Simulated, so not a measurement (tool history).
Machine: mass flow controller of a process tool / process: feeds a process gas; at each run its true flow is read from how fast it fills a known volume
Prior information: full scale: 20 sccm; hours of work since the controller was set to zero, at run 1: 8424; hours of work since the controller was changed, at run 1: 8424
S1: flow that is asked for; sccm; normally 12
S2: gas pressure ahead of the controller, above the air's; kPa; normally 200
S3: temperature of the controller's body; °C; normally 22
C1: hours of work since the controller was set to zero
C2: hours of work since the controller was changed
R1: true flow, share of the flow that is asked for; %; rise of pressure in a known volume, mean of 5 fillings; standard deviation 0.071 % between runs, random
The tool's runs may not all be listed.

run,hour,S1,S2,S3,C1,C2,R1
1,0.0,12,200,22,8424,8424,99.53
# hour 278.8: controller's zero set anew
2,402.0,12,200,29,96,8738,99.89
3,747.5,12,232,22,366,9008,99.74
4,1095.1,12,200,22,638,9280,99.44
5,1379.9,12,200,22,861,9502,99.65
# hour 1586.6: controller exchanged for a calibrated one
6,1733.8,12,200,22,115,115,99.65
7,2135.4,12,200,22,429,429,99.64
8,2353.6,17,200,22,600,600,99.75
9,2584.0,17,200,22,780,780,99.85
10,2805.7,17,200,22,953,953,99.64
11,3229.8,17,200,22,1285,1285,99.69
12,3641.7,17,200,22,1607,1607,99.78
13,3965.2,17,200,22,1860,1860,99.69
14,4375.0,17,200,22,2180,2180,99.73
15,4572.4,17,200,21,2334,2334,99.64
16,4960.6,17,200,21,2638,2638,99.71
17,5167.9,12,200,22,2800,2800,99.64
18,5358.3,12,200,22,2949,2949,99.53
19,5573.5,8,200,22,3117,3117,99.53
20,5917.7,8,200,28,3386,3386,99.81
21,6288.2,12,200,22,3676,3676,99.54
22,6529.4,12,200,22,3864,3864,99.59
23,6802.3,12,200,22,4078,4078,99.69
24,7153.9,12,200,22,4353,4353,99.69
25,7589.5,12,200,22,4693,4693,99.61
26,7897.5,13,208,28,4934,4934,99.94
27,8138.6,8,256,32,5123,5123,100.20
28,8524.8,4,200,25,5424,5424,99.46
29,8749.4,4,200,25,5600,5600,99.42
30,8959.5,4,200,37,5764,5764,100.04
31,9390.2,10,221,22,6101,6101,99.57
32,9778.9,10,221,22,6405,6405,99.63
33,9982.8,19,189,28,6564,6564,100.17
34,10348.2,19,189,28,6850,6850,100.16
35,10623.9,6,174,35,7066,7066,99.91
36,10842.1,6,231,29,7236,7236,99.81
37,11310.9,6,231,29,7603,7603,99.81
38,11758.9,12,239,32,7953,7953,100.24
39,11976.5,12,200,37,8123,8123,100.20
40,12422.8,14,194,28,8472,8472,99.84
# hour 12639.2: controller's zero set anew
41,12676.3,10,266,22,29,8670,99.88
42,12992.3,4,183,21,276,8917,99.19
43,13211.6,20,200,24,448,9088,99.94
44,13635.5,20,200,24,779,9420,100.05
# hour 13950.3: controller exchanged for a calibrated one
45,14071.7,16,233,27,95,95,100.12
46,14544.2,16,233,27,464,464,100.13
47,14946.4,12,141,22,779,779,99.27
48,15351.7,11,186,22,1096,1096,99.58
49,15808.0,9,189,26,1452,1452,99.63

Predict each of these 3 candidate next runs independently; none follows another, all start after run 49:
A,16266.3,8,200,22,1811,1811,?
B,16266.3,19,189,35,1811,1811,?
C,16266.3,6,180,23,1811,1811,?

run,R1
A,99.49
B,100.36
C,99.36
Without the tool's unlogged condition, the same runs would have read:
run,R1
A,99.49
B,100.36
C,99.36
